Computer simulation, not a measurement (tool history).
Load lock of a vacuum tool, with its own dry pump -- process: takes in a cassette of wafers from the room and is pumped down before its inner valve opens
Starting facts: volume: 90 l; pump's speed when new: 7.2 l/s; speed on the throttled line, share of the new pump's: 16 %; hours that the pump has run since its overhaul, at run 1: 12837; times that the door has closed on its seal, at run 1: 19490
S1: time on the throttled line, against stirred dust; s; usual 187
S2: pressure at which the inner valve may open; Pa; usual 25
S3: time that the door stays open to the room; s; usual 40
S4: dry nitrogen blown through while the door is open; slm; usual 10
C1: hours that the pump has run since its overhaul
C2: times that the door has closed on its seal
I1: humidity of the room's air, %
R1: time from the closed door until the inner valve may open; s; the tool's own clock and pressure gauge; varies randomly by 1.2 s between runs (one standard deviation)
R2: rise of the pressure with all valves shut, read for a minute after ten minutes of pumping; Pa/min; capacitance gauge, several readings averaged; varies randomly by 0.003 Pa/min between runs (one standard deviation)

run    hour   S1  S2   S3  S4     C1     C2    I1     R1     R2
  1     0.0  187  25   40  10  12837  19490  45.3  266.4  0.297
  2   312.4  187  25   29  10  13149  20371  39.9  266.0  0.304
  3   482.7  187  25   29  10  13320  20852  46.6  267.6  0.316
  4   673.1  187  25   53  10  13510  21389  45.0  265.5  0.324
  5   840.2  187  35   53  10  13677  21860  45.7  263.0  0.341
  6  1142.2  187  35   53  10  13979  22712  45.6  265.2  0.357
  7  1537.7  187  35   53  10  14375  23828  46.0  262.2  0.382
  8  1839.3  187  25   40  10  14676  24679  46.4  265.2  0.395
  9  2067.6  187  25   40  10  14905  25323  44.9  268.3  0.407
 10  2328.5  187  25   40  10  15165  26059  44.2  267.3  0.422
 11  2640.3  187  25   40  10  15477  26939  45.7  268.1  0.441
 12  2988.5  133  25   40  10  15825  27921  44.0  224.2  0.448
 13  3326.3  187  25   40  10  16163  28874  46.9  268.3  0.487
 14  3605.2  187  25   40  10  16442  29661  45.9  268.2  0.505
 15  3795.8  187  25   40  10  16633  30198  44.6  269.5  0.522
 16  4073.4  187  25   40  10  16910  30982  45.6  269.2  0.536
 17  4309.4  187  25   40  10  17146  31647  44.5  270.8  0.553
 18  4712.7  187  25   40  10  17550  32785  42.0  269.9  0.578
 19  5049.0  226  42  207   8  17886  33734  42.5  295.3  0.669
 20  5326.8  226  43  207  15  18164  34517  45.0  294.5  0.663
 21  5631.6  226  33   54  22  18469  35377  47.1  299.3  0.645
     5819.3  -- door's seal changed, seat wiped
 22  6037.7  333  25   40  11  18873    616  41.2  389.9  0.038
     6118.6  -- dry pump taken out, an overhauled one fitted
 23  6410.9  333  25   40   6    292   1652  46.3  381.7  0.049
 24  6640.8  333  22   40   6    522   2300  43.1  381.1  0.054
 25  6918.5  262  24   40  13    800   3084  44.3  324.7  0.050
 26  7283.9  103  30   94  43   1165   4114  46.5  189.2  0.056
 27  7603.0  103  21   94  39   1484   5015  45.8  193.0  0.070
 28  7966.1  187  25   40   5   1848   6039  44.2  258.2  0.089
 29  8371.5  155  20   40  10   2253   7183  45.8  238.0  0.093
 30  8585.6  280  25   55  10   2467   7787  44.5  339.9  0.099
 31  8863.2  280  25   55  10   2745   8570  46.4  338.2  0.104
 32  9036.7  280  25   55  10   2918   9059  41.5  339.4  0.109
 33  9217.9  293  25   40  23   3099   9570  46.7  350.5  0.110
 34  9394.8  293  30   40   7   3276  10070  45.2  342.4  0.122
 35  9609.7  187  19   40  10   3491  10676  46.0  265.0  0.130

What will run 36 give?
 36  9836.8  187  19  40  10  3718  11316  45.2   ?   ?

Run 36 yielded R1 264.5 s, R2 0.134 Pa/min.
Without the tool's hidden state the same run would have given R1 262.9 s, R2 0.036 Pa/min.
